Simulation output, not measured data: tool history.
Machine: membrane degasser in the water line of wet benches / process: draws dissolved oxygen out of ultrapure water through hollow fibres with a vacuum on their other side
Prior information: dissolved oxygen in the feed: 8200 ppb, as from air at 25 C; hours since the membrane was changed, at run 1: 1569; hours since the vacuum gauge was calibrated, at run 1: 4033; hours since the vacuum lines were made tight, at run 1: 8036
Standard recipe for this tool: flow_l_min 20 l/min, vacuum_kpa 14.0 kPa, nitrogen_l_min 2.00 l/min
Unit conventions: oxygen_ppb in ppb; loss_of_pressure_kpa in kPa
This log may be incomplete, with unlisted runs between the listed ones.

| run | hour | flow_l_min | vacuum_kpa | nitrogen_l_min | hours since the membrane was changed | hours since the vacuum gauge was calibrated | hours since the vacuum lines were made tight | oxygen_ppb | loss_of_pressure_kpa |
|---|---|---|---|---|---|---|---|---|---|
| 1 | 0.0 | 20 | 14.0 | 2.00 | 1569 | 4033 | 8036 | 543.1 | 35.27 |
| 2 | 37.5 | 20 | 14.0 | 0.85 | 1607 | 4070 | 8073 | 792.7 | 35.82 |
| 3 | 76.5 | 20 | 14.0 | 2.00 | 1646 | 4109 | 8112 | 549.0 | 35.10 |
| 4 | 105.9 | 20 | 14.0 | 2.00 | 1675 | 4138 | 8141 | 547.1 | 34.87 |
| 5 | 157.2 | 20 | 14.0 | 2.00 | 1726 | 4190 | 8193 | 546.7 | 35.23 |
| 6 | 209.7 | 20 | 14.0 | 2.00 | 1779 | 4242 | 8245 | 549.7 | 35.09 |
| 7 | 242.2 | 20 | 14.0 | 2.00 | 1811 | 4275 | 8278 | 553.2 | 35.29 |
| 8 | 275.2 | 20 | 14.0 | 2.00 | 1844 | 4308 | 8311 | 534.0 | 35.46 |
| 9 | 302.9 | 20 | 14.0 | 1.32 | 1872 | 4335 | 8338 | 669.6 | 35.21 |
| 10 | 352.1 | 18 | 14.0 | 1.32 | 1921 | 4385 | 8388 | 552.2 | 32.04 |
| 11 | 391.6 | 18 | 14.0 | 1.32 | 1961 | 4424 | 8427 | 538.1 | 31.59 |
| 12 | 439.7 | 24 | 14.0 | 1.32 | 2009 | 4472 | 8475 | 885.9 | 42.20 |
| 13 | 478.2 | 30 | 14.0 | 1.32 | 2047 | 4511 | 8514 | 1260.3 | 53.20 |
| 14 | 524.9 | 30 | 14.0 | 1.32 | 2094 | 4557 | 8560 | 1246.5 | 53.25 |
| 15 | 567.3 | 20 | 14.0 | 2.90 | 2136 | 4600 | 8603 | 475.2 | 35.44 |
| 16 | 605.6 | 20 | 14.0 | 2.90 | 2175 | 4638 | 8641 | 478.0 | 35.35 |
| 17 | 655.3 | 20 | 21.8 | 3.62 | 2224 | 4688 | 8691 | 552.7 | 35.11 |
| 18 | 679.4 | 17 | 12.9 | 2.02 | 2249 | 4712 | 8715 | 377.7 | 30.03 |
| 19 | 721.2 | 17 | 12.9 | 2.07 | 2290 | 4754 | 8757 | 373.4 | 30.06 |
| 20 | 765.0 | 17 | 12.9 | 2.07 | 2334 | 4798 | 8801 | 375.4 | 30.38 |
| 21 | 806.4 | 17 | 27.9 | 2.07 | 2376 | 4839 | 8842 | 631.6 | 29.94 |
| 22 | 857.3 | 20 | 13.5 | 2.00 | 2426 | 4890 | 8893 | 529.0 | 35.41 |
| 23 | 881.4 | 20 | 13.5 | 2.00 | 2451 | 4914 | 8917 | 544.5 | 35.49 |
| 24 | 919.4 | 30 | 29.8 | 2.00 | 2488 | 4952 | 8955 | 1502.5 | 53.54 |
| 25 | 965.2 | 30 | 29.8 | 2.00 | 2534 | 4998 | 9001 | 1527.3 | 53.13 |
| 26 | 994.8 | 22 | 13.9 | 0.82 | 2564 | 5027 | 9030 | 943.6 | 39.12 |
| 27 | 1045.4 | 26 | 14.0 | 3.94 | 2615 | 5078 | 9081 | 760.5 | 45.86 |
| 28 | 1071.0 | 21 | 21.9 | 1.34 | 2640 | 5104 | 9107 | 958.4 | 37.19 |
| 29 | 1112.9 | 21 | 21.9 | 1.34 | 2682 | 5145 | 9148 | 955.2 | 37.53 |
| 30 | 1167.6 | 19 | 16.8 | 1.24 | 2737 | 5200 | 9203 | 708.3 | 33.98 |
| 31 | 1220.9 | 19 | 16.8 | 1.24 | 2790 | 5253 | 9256 | 705.1 | 33.61 |
| 32 | 1277.3 | 23 | 14.0 | 1.07 | 2846 | 5310 | 9313 | 896.1 | 40.96 |

A few steps of oxygen_ppb between consecutive runs. Split each: what settings, incoming material and random variation would produce without the hidden state, and what is left over for the hidden state, along with gauge scatter present in only one of the two compared results (measured, and without hidden state):
The hidden state here: membrane still open, %; true pressure behind the membrane over the reading, kPa; air that leaks in behind the membrane, l/min; drift of the gauge itself on oxygen_ppb, %; drift of the gauge itself on loss_of_pressure_kpa, %.
Run 11 -> 12: flow_l_min 18 -> 24. oxygen_ppb +347.8 ppb: hidden state +6.7, all else +341.1.
Run 14 -> 15: flow_l_min 30 -> 20, nitrogen_l_min 1.32 -> 2.90. oxygen_ppb -771.3 ppb: hidden state -11.2, all else -760.1.
Run 23 -> 24: flow_l_min 20 -> 30, vacuum_kpa 13.5 -> 29.8. oxygen_ppb +958.0 ppb: hidden state +11.3, all else +946.7.
Run 25 -> 26: flow_l_min 30 -> 22, vacuum_kpa 29.8 -> 13.9, nitrogen_l_min 2.00 -> 0.82. oxygen_ppb -583.7 ppb: hidden state -6.6, all else -577.1.

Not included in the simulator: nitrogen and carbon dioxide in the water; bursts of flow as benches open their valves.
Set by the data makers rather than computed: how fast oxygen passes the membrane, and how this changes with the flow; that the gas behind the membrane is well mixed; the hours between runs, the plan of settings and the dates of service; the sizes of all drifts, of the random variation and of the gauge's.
